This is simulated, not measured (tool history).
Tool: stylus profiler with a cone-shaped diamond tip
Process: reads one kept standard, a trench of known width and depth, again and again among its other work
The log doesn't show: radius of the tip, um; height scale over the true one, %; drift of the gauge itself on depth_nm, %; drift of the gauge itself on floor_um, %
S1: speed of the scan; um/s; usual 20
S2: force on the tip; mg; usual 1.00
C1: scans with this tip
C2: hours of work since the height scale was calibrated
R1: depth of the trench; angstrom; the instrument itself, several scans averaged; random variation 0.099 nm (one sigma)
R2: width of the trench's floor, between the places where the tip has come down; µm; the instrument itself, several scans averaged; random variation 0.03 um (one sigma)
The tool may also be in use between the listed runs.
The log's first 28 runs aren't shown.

run 29 day=18.354 | S1=7 S2=0.78 | C1=5236 C2=23 | R1=2015.6 R2=46.78
run 30 day=19.217 | S1=15 S2=0.57 | C1=5349 C2=32 | R1=2013.3 R2=46.69
run 31 day=19.817 | S1=10 S2=0.55 | C1=5427 C2=38 | R1=2014.2 R2=46.72
run 32 day=20.396 | S1=7 S2=0.36 | C1=5503 C2=43 | R1=2008.2 R2=46.74
run 33 day=20.825 | S1=7 S2=0.36 | C1=5560 C2=48 | R1=2009.9 R2=46.80
run 34 day=21.325 | S1=7 S2=2.60 | C1=5625 C2=53 | R1=2036.3 R2=46.78
run 35 day=21.838 | S1=21 S2=0.51 | C1=5692 C2=58 | R1=2012.1 R2=46.67
run 36 day=22.688 | S1=20 S2=1.23 | C1=5803 C2=67 | R1=2020.4 R2=46.70
run 37 day=23.204 | S1=25 S2=1.00 | C1=5871 C2=72 | R1=2019.1 R2=46.65
run 38 day=23.783 | S1=25 S2=1.00 | C1=5947 C2=78 | R1=2020.2 R2=46.61
run 39 day=24.617 | S1=25 S2=1.00 | C1=6056 C2=86 | R1=2019.3 R2=46.68
run 40 day=25.379 | S1=23 S2=0.47 | C1=6156 C2=94 | R1=2010.5 R2=46.55
run 41 day=26.242 | S1=20 S2=0.46 | C1=6269 C2=102 | R1=2011.1 R2=46.59
run 42 day=26.775 | S1=20 S2=0.46 | C1=6339 C2=108 | R1=2011.4 R2=46.60
run 43 day=27.446 | S1=6 S2=1.00 | C1=6427 C2=114 | R1=2018.4 R2=46.69
run 44 day=27.942 | S1=6 S2=1.00 | C1=6492 C2=119 | R1=2019.0 R2=46.70
run 45 day=28.625 | S1=18 S2=1.42 | C1=6582 C2=126 | R1=2024.6 R2=46.68
run 46 day=29.392 | S1=18 S2=1.42 | C1=6682 C2=134 | R1=2024.3 R2=46.63

4 ways to go on from here, each from the tool as it stands after run 46. What would each give?
run A day=30.117 | S1=13 S2=0.37 | C1=6777 C2=141 | R1=? R2=?
run B day=30.117 | S1=12 S2=0.34 | C1=6777 C2=141 | R1=? R2=?
run C day=30.117 | S1=16 S2=1.17 | C1=6777 C2=141 | R1=? R2=?
run D day=30.117 | S1=18 S2=1.43 | C1=6777 C2=141 | R1=? R2=?

run=A R1=2010.4 R2=46.66
run=B R1=2007.3 R2=46.59
run=C R1=2022.5 R2=46.61
run=D R1=2025.4 R2=46.66
Without the tool's hidden state the same runs would have given:
run=A R1=2009.9 R2=47.16
run=B R1=2006.8 R2=47.08
run=C R1=2022.0 R2=47.11
run=D R1=2024.9 R2=47.15

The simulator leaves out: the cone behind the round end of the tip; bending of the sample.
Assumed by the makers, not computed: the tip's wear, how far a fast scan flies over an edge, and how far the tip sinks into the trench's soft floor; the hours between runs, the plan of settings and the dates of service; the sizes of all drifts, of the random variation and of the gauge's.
